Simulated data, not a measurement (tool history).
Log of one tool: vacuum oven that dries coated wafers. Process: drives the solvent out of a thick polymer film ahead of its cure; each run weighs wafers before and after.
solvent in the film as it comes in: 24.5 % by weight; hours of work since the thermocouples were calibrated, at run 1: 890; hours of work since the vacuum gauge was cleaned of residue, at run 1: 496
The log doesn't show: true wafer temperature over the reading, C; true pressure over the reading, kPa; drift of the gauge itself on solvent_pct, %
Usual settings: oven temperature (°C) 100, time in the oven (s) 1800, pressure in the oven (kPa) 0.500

run    hour  oven temperature (°C)  time in the oven (s)  pressure in the oven (kPa)  hours of work since the thermocouples were calibrated  hours of work since the vacuum gauge was cleaned of residue  solvent left in the film (%)
  1     0.0                    100                  1800                       0.500                                                    890                                                          496                          3.08
  2    48.8                    100                  1800                       0.500                                                    926                                                          531                          3.03
  3    90.2                    100                  1800                       0.500                                                    956                                                          562                          3.23
  4   142.1                     95                  1800                       0.500                                                    994                                                          600                          4.41
  5   188.0                     95                  1800                       0.968                                                   1028                                                          633                          4.70
      208.2  -- oven's thermocouples calibrated
  6   260.1                     95                  1800                       0.968                                                     38                                                          685                          4.16
  7   304.1                     95                  1800                       0.968                                                     70                                                          717                          4.31
  8   349.4                    100                  1800                       0.500                                                    104                                                          750                          2.87
  9   421.8                    100                  1800                       0.500                                                    157                                                          803                          2.90
 10   486.6                    100                  1800                       0.500                                                    204                                                          851                          2.91
 11   541.8                    100                  1800                       0.500                                                    245                                                          891                          3.01
 12   607.6                    100                  1800                       0.500                                                    293                                                          940                          2.95
 13   658.5                    100                  1800                       0.500                                                    330                                                          977                          2.93
      664.1  -- vacuum gauge cleaned of residue and calibrated
 14   710.7                    106                  1260                       0.281                                                    367                                                           34                          3.59
 15   762.3                    104                  2700                       0.500                                                    405                                                           72                          0.91
      817.4  -- vacuum gauge cleaned of residue and calibrated, once more
 16   819.4                    104                  2700                       0.500                                                    446                                                            1                          0.79
 17   877.7                    102                   900                       1.824                                                    489                                                           44                          7.33
 18   941.1                    102                   900                       1.824                                                    535                                                           91                          7.43
 19   974.8                    102                   900                       1.824                                                    560                                                          115                          7.38
 20  1021.4                     96                  1620                       0.251                                                    594                                                          150                          4.50

How the hidden state differs across the entries between the runs, from the last listed run before each to the first after it:
Between runs 5 and 6: oven's thermocouples calibrated (hour 208.2)
  true wafer temperature over the reading, C: -1.89 -> 0.07; true pressure over the reading, kPa: 0.231 -> 0.252
  measured less the result without the state, solvent left in the film (%): +0.63 -> +0.11
Between runs 13 and 14: vacuum gauge cleaned of residue and calibrated (hour 664.1)
  true wafer temperature over the reading, C: -0.6 -> -0.69; true pressure over the reading, kPa: 0.366 -> 0.437
  measured less the result without the state, solvent left in the film (%): +0.29 -> +0.32
Between runs 15 and 16: vacuum gauge cleaned of residue and calibrated, once more (hour 817.4)
  true wafer temperature over the reading, C: -0.77 -> -0.87; true pressure over the reading, kPa: 0.451 -> -0.002
  measured less the result without the state, solvent left in the film (%): +0.26 -> +0.07

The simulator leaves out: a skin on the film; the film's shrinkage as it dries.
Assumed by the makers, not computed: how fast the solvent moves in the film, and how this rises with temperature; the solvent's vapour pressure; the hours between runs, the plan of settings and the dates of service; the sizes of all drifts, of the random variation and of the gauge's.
